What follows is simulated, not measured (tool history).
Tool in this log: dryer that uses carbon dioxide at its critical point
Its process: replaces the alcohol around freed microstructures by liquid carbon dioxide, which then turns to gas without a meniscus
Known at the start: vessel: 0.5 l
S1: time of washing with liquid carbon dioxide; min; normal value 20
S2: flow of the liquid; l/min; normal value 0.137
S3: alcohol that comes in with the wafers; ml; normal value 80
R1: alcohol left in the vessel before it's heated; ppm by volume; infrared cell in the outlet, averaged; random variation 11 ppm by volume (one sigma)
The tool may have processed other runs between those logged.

run  hour  S1     S2   S3    R1
  1   0.0  20  0.137   80   873
  2   9.5  20  0.137   80   902
  3  15.3  20  0.137   80   927
  4  24.6  20  0.137   80   912
  5  32.5  20  0.137   80   936
  6  38.4  20  0.137   80   933
  7  46.3  20  0.163   80   367
  8  53.0  15  0.137   80  3460
  9  58.4  26  0.121   80   445
 10  67.1  20  0.217  106    76
 11  77.6  25  0.137   51   181
 12  87.2  21  0.196   80    88
 13  91.8  21  0.196   80    92

Consider 5 possible next runs. They are alternatives, not a sequence: every one starts from the tool as it was left by run 13. What does each give?
  A  96.2  20  0.123  80   ?
  B  96.2  22  0.195  23   ?
  C  96.2  16  0.090  39   ?
  D  96.2  22  0.168  45   ?
  E  96.2  21  0.196  74   ?

run    R1
  A  1654
  B    17
  C  5315
  D   109
  E    82
With no hidden state in the tool, these same runs would have given:
run    R1
  A  1169
  B     4
  C  4336
  D    64
  E    44
